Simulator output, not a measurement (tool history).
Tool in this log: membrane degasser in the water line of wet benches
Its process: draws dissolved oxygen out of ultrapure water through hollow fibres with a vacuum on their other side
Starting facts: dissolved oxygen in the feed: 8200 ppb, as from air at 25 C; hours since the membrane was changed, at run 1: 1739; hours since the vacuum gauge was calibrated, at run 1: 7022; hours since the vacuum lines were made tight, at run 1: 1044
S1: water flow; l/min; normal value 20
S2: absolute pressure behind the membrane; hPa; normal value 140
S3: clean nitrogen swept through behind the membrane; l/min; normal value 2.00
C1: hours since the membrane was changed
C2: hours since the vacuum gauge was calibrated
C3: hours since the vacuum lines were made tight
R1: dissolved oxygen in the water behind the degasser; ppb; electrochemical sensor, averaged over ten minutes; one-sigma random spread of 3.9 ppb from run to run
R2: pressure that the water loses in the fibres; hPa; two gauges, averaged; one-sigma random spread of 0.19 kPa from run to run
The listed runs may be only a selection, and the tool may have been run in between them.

{"run": 1, "hour": 0.0, "S1": 20, "S2": 140, "S3": 2.0, "C1": 1739, "C2": 7022, "C3": 1044, "R1": 411.0, "R2": 367.1}
{"run": 2, "hour": 97.5, "S1": 20, "S2": 124, "S3": 2.0, "C1": 1837, "C2": 7120, "C3": 1142, "R1": 386.6, "R2": 371.7}
{"hour": 159.3, "done": "vacuum gauge calibrated"}
{"run": 3, "hour": 201.5, "S1": 20, "S2": 124, "S3": 2.0, "C1": 1940, "C2": 42, "C3": 1245, "R1": 372.4, "R2": 371.5}
{"run": 4, "hour": 302.9, "S1": 20, "S2": 124, "S3": 2.0, "C1": 2042, "C2": 144, "C3": 1347, "R1": 377.1, "R2": 371.0}
{"run": 5, "hour": 374.5, "S1": 20, "S2": 124, "S3": 2.0, "C1": 2113, "C2": 215, "C3": 1418, "R1": 368.3, "R2": 369.3}
{"run": 6, "hour": 449.9, "S1": 20, "S2": 124, "S3": 4.32, "C1": 2189, "C2": 291, "C3": 1494, "R1": 262.8, "R2": 372.5}
{"run": 7, "hour": 502.7, "S1": 20, "S2": 124, "S3": 4.32, "C1": 2242, "C2": 343, "C3": 1547, "R1": 257.9, "R2": 368.7}
{"run": 8, "hour": 566.3, "S1": 20, "S2": 140, "S3": 1.04, "C1": 2305, "C2": 407, "C3": 1610, "R1": 594.6, "R2": 371.2}
{"run": 9, "hour": 619.0, "S1": 20, "S2": 140, "S3": 1.33, "C1": 2358, "C2": 460, "C3": 1663, "R1": 504.5, "R2": 370.5}
{"run": 10, "hour": 711.6, "S1": 20, "S2": 140, "S3": 0.9, "C1": 2450, "C2": 552, "C3": 1755, "R1": 652.0, "R2": 375.2}
{"run": 11, "hour": 756.8, "S1": 20, "S2": 140, "S3": 0.9, "C1": 2496, "C2": 597, "C3": 1801, "R1": 659.1, "R2": 368.6}
{"run": 12, "hour": 822.4, "S1": 20, "S2": 140, "S3": 2.0, "C1": 2561, "C2": 663, "C3": 1866, "R1": 413.5, "R2": 376.1}
{"run": 13, "hour": 923.8, "S1": 21, "S2": 140, "S3": 2.0, "C1": 2663, "C2": 765, "C3": 1968, "R1": 429.7, "R2": 392.2}
{"run": 14, "hour": 973.9, "S1": 21, "S2": 140, "S3": 2.0, "C1": 2713, "C2": 815, "C3": 2018, "R1": 439.4, "R2": 394.6}
{"run": 15, "hour": 1067.0, "S1": 21, "S2": 140, "S3": 2.0, "C1": 2806, "C2": 908, "C3": 2111, "R1": 429.8, "R2": 391.7}
{"run": 16, "hour": 1143.4, "S1": 20, "S2": 140, "S3": 2.0, "C1": 2882, "C2": 984, "C3": 2187, "R1": 405.5, "R2": 373.0}
{"run": 17, "hour": 1213.8, "S1": 20, "S2": 140, "S3": 2.0, "C1": 2953, "C2": 1054, "C3": 2258, "R1": 409.9, "R2": 373.6}
{"run": 18, "hour": 1303.1, "S1": 25, "S2": 140, "S3": 0.82, "C1": 3042, "C2": 1144, "C3": 2347, "R1": 858.2, "R2": 472.2}
{"run": 19, "hour": 1392.4, "S1": 27, "S2": 104, "S3": 4.72, "C1": 3131, "C2": 1233, "C3": 2436, "R1": 349.3, "R2": 504.8}
{"run": 20, "hour": 1498.0, "S1": 19, "S2": 104, "S3": 4.72, "C1": 3237, "C2": 1339, "C3": 2542, "R1": 232.0, "R2": 355.6}
{"run": 21, "hour": 1568.0, "S1": 19, "S2": 104, "S3": 4.72, "C1": 3307, "C2": 1409, "C3": 2612, "R1": 231.6, "R2": 359.2}
{"run": 22, "hour": 1622.8, "S1": 18, "S2": 140, "S3": 3.06, "C1": 3362, "C2": 1464, "C3": 2667, "R1": 299.4, "R2": 342.0}
{"run": 23, "hour": 1668.3, "S1": 28, "S2": 341, "S3": 0.85, "C1": 3407, "C2": 1509, "C3": 2712, "R1": 1923.8, "R2": 527.2}
{"run": 24, "hour": 1728.3, "S1": 24, "S2": 123, "S3": 2.0, "C1": 3467, "C2": 1569, "C3": 2772, "R1": 469.6, "R2": 448.9}
{"run": 25, "hour": 1808.7, "S1": 13, "S2": 178, "S3": 1.81, "C1": 3548, "C2": 1649, "C3": 2853, "R1": 339.3, "R2": 245.7}
{"run": 26, "hour": 1887.7, "S1": 13, "S2": 178, "S3": 1.81, "C1": 3626, "C2": 1728, "C3": 2931, "R1": 332.7, "R2": 248.5}
{"run": 27, "hour": 1974.1, "S1": 27, "S2": 271, "S3": 1.44, "C1": 3713, "C2": 1815, "C3": 3018, "R1": 1130.3, "R2": 513.8}
{"run": 28, "hour": 2041.7, "S1": 27, "S2": 271, "S3": 1.44, "C1": 3781, "C2": 1882, "C3": 3086, "R1": 1128.9, "R2": 513.7}
{"run": 29, "hour": 2121.6, "S1": 18, "S2": 87, "S3": 3.32, "C1": 3860, "C2": 1962, "C3": 3165, "R1": 224.1, "R2": 344.1}
{"run": 30, "hour": 2209.2, "S1": 20, "S2": 329, "S3": 3.31, "C1": 3948, "C2": 2050, "C3": 3253, "R1": 586.5, "R2": 380.5}
{"run": 31, "hour": 2299.7, "S1": 20, "S2": 329, "S3": 3.31, "C1": 4038, "C2": 2140, "C3": 3343, "R1": 588.1, "R2": 380.8}
{"run": 32, "hour": 2356.9, "S1": 20, "S2": 117, "S3": 4.84, "C1": 4096, "C2": 2198, "C3": 3401, "R1": 265.3, "R2": 379.1}
{"run": 33, "hour": 2447.7, "S1": 23, "S2": 279, "S3": 1.04, "C1": 4186, "C2": 2288, "C3": 3491, "R1": 1245.7, "R2": 435.8}

For each entry between runs, how does the tool's hidden state at the last listed run before it compare with that at the first listed run after it?
Runs 2 to 3: vacuum gauge calibrated (hour 159.3)
  membrane still open, %: 98.1 -> 98; true pressure behind the membrane over the reading, kPa: 0.7 -> -0.01; air that leaks in behind the membrane, l/min: 0.0044 -> 0.0047
  the result without the hidden state subtracted from the measured one, R1: +27.6 -> +12.8 ppb; R2: +7.2 -> +7.6 hPa
